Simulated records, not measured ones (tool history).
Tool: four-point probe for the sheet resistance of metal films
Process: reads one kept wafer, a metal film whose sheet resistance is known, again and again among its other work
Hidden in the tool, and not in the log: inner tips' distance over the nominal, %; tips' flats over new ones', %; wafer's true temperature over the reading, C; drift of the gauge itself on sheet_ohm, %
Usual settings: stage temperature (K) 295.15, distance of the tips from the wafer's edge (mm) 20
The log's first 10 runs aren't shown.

run    hour  stage temperature (K)  distance of the tips from the wafer's edge (mm)  touches since the probe head was changed  hours of work since the stage's thermometer was calibrated  sheet resistance as the instrument gives it (ohm/square)
 11   817.9                 295.15                                               20                                     85651                                                        1765                                                  0.083577
 12   885.0                 295.15                                               20                                     87840                                                        1805                                                  0.083549
 13   962.2                 302.15                                               20                                     90362                                                        1851                                                  0.083252
 14  1049.0                 302.15                                               20                                     93197                                                        1903                                                  0.083306
 15  1097.9                 302.15                                               20                                     94793                                                        1932                                                  0.083320
     1108.7  -- stage's thermometer calibrated
 16  1155.1                 295.15                                               20                                     96645                                                          28                                                  0.083598
 17  1276.0                 304.15                                                3                                    100592                                                         100                                                  0.084465
 18  1360.1                 293.15                                                3                                    103339                                                         151                                                  0.084944
 19  1424.8                 293.15                                                3                                    105453                                                         189                                                  0.084970
     1446.8  -- stage's thermometer calibrated, once more
 20  1479.8                 293.15                                                3                                    107231                                                          20                                                  0.085090
 21  1565.0                 305.15                                               20                                    110015                                                          71                                                  0.083374
 22  1645.6                 301.15                                               25                                    112647                                                         119                                                  0.083538
 23  1748.5                 300.15                                                7                                    116007                                                         181                                                  0.083809
     1756.1  -- new probe head fitted
 24  1846.7                 298.15                                               10                                      2959                                                         239                                                  0.082936
 25  1910.6                 298.15                                               10                                      5046                                                         277                                                  0.082942
 26  2027.7                 298.15                                               10                                      8869                                                         347                                                  0.082954
 27  2090.0                 292.15                                               32                                     10905                                                         385                                                  0.083137
 28  2200.9                 300.15                                               20                                     14524                                                         451                                                  0.082827
 29  2320.8                 300.15                                               22                                     18440                                                         523                                                  0.082822
 30  2383.5                 295.15                                                4                                     20487                                                         560                                                  0.083734
 31  2503.9                 296.15                                               19                                     24421                                                         632                                                  0.083050

3 ways to go on from here, each from the tool as it stands after run 31. What would each give?
  A  2609.3                 296.15                                                3                                     27861                                                         696                                                         ?
  B  2609.3                 307.15                                               27                                     27861                                                         696                                                         ?
  C  2609.3                 308.15                                               73                                     27861                                                         696                                                         ?

run  sheet resistance as the instrument gives it (ohm/square)
  A                                                  0.084295
  B                                                  0.082607
  C                                                  0.082527
Without the tool's hidden state the same runs would have given:
run  sheet resistance as the instrument gives it (ohm/square)
  A                                                  0.084149
  B                                                  0.082463
  C                                                  0.082383

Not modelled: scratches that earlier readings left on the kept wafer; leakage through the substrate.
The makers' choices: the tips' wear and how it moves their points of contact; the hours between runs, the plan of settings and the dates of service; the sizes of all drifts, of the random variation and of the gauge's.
